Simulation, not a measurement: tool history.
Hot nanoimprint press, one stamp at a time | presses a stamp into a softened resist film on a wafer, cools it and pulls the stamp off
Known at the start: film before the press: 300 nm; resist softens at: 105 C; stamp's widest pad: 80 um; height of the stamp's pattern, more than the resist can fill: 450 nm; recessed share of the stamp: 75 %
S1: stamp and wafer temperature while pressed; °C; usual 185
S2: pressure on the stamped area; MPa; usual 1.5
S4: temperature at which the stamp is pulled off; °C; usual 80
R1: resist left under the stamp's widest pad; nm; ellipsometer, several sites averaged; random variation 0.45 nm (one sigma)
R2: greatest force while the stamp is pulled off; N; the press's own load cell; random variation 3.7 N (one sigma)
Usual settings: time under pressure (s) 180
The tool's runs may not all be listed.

run 1 day=0 | S1=185 S2=1.5 time_under_pressure_(s)=180 S4=80 | R1=119.2 R2=216
run 2 day=0.692 | S1=185 S2=1.5 time_under_pressure_(s)=180 S4=80 | R1=119.9 R2=225
run 3 day=1.108 | S1=185 S2=0.97 time_under_pressure_(s)=180 S4=80 | R1=142.5 R2=218
run 4 day=1.821 | S1=185 S2=1.5 time_under_pressure_(s)=198 S4=80 | R1=115.7 R2=227
run 5 day=2.583 | S1=185 S2=1.5 time_under_pressure_(s)=198 S4=80 | R1=114.6 R2=223
run 6 day=3.225 | S1=185 S2=1.5 time_under_pressure_(s)=198 S4=80 | R1=115.5 R2=226
run 7 day=3.596 | S1=185 S2=1.5 time_under_pressure_(s)=198 S4=80 | R1=115.5 R2=221
run 8 day=4.283 | S1=185 S2=1.5 time_under_pressure_(s)=198 S4=80 | R1=114.6 R2=241
run 9 day=5.042 | S1=185 S2=1.5 time_under_pressure_(s)=198 S4=80 | R1=116 R2=232
-- day=5.467 plate thermocouple calibrated
-- day=5.792 stamp cleaned and given a new release coat
run 10 day=6.038 | S1=185 S2=1.5 time_under_pressure_(s)=198 S4=80 | R1=112 R2=181
run 11 day=6.712 | S1=185 S2=1.5 time_under_pressure_(s)=180 S4=78 | R1=116.7 R2=186
run 12 day=7.529 | S1=185 S2=1.5 time_under_pressure_(s)=180 S4=78 | R1=116.8 R2=190
run 13 day=7.979 | S1=186 S2=1.57 time_under_pressure_(s)=96 S4=70 | R1=142.9 R2=203
run 14 day=8.775 | S1=196 S2=2 time_under_pressure_(s)=227 S4=83 | R1=62.6 R2=188
run 15 day=9.283 | S1=194 S2=1.35 time_under_pressure_(s)=175 S4=75 | R1=91.8 R2=202
run 16 day=9.854 | S1=185 S2=1.63 time_under_pressure_(s)=180 S4=82 | R1=113.4 R2=181
run 17 day=10.5 | S1=174 S2=1.23 time_under_pressure_(s)=267 S4=80 | R1=162.7 R2=194
run 18 day=11.125 | S1=176 S2=1.05 time_under_pressure_(s)=142 S4=86 | R1=196.6 R2=182
run 19 day=11.892 | S1=176 S2=1.83 time_under_pressure_(s)=300 S4=80 | R1=124.3 R2=197
run 20 day=12.658 | S1=185 S2=1.83 time_under_pressure_(s)=300 S4=78 | R1=86.6 R2=198
run 21 day=13.104 | S1=190 S2=1.17 time_under_pressure_(s)=187 S4=80 | R1=109.6 R2=207
run 22 day=13.688 | S1=184 S2=1.94 time_under_pressure_(s)=187 S4=70 | R1=108.7 R2=215
run 23 day=14.392 | S1=184 S2=2.38 time_under_pressure_(s)=246 S4=70 | R1=88.4 R2=221

Forecast each of these 3 alternatives for the next run:
run A day=15.046 | S1=196 S2=1.2 time_under_pressure_(s)=180 S4=80 | R1=? R2=?
run B day=15.046 | S1=189 S2=1.5 time_under_pressure_(s)=180 S4=84 | R1=? R2=?
run C day=15.046 | S1=197 S2=1.22 time_under_pressure_(s)=180 S4=80 | R1=? R2=?

run=A R1=89.8 R2=212
run=B R1=103.2 R2=203
run=C R1=86.4 R2=212
Without the tool's hidden state the same runs would have given:
run=A R1=87.8 R2=187
run=B R1=100.7 R2=179
run=C R1=84.6 R2=187
